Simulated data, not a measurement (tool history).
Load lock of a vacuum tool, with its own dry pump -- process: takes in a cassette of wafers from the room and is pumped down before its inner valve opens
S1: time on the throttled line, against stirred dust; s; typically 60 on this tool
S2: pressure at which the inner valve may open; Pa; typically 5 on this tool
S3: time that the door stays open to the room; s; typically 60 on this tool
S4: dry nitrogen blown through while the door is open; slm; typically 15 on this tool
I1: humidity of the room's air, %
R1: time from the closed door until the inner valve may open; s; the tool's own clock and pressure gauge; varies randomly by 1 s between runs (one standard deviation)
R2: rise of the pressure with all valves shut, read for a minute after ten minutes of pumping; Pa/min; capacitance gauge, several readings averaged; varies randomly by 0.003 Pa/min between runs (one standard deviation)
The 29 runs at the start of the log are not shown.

run,hour,S1,S2,S3,S4,I1,R1,R2
30,9929.1,66,4,112,8,44.5,172.7,0.050
31,10221.7,88,4,87,8,45.1,188.3,0.041
32,10600.8,88,4,87,8,45.4,188.5,0.042
# hour 10899.6: dry pump taken out, an overhauled one fitted
33,11049.2,88,4,87,8,45.5,188.4,0.042
34,11555.7,90,9,73,10,43.5,181.3,0.039
35,11799.5,90,6,73,10,42.3,183.4,0.036
36,12095.5,90,6,169,6,44.2,184.2,0.069
37,12416.8,90,6,169,6,44.3,182.0,0.071

Here are 4 independent what-if runs from the current tool condition. What would each one return?
A,12732.2,60,8,206,15,43.8,?,?
B,12732.2,37,9,169,6,41.4,?,?
C,12732.2,85,5,27,6,46.3,?,?
D,12732.2,90,6,166,13,44.8,?,?

run,R1,R2
A,159.1,0.060
B,140.8,0.062
C,182.9,0.028
D,183.8,0.064
With no hidden state in the tool, these same runs would have given:
run,R1,R2
A,159.1,0.060
B,140.8,0.061
C,182.9,0.028
D,183.7,0.064

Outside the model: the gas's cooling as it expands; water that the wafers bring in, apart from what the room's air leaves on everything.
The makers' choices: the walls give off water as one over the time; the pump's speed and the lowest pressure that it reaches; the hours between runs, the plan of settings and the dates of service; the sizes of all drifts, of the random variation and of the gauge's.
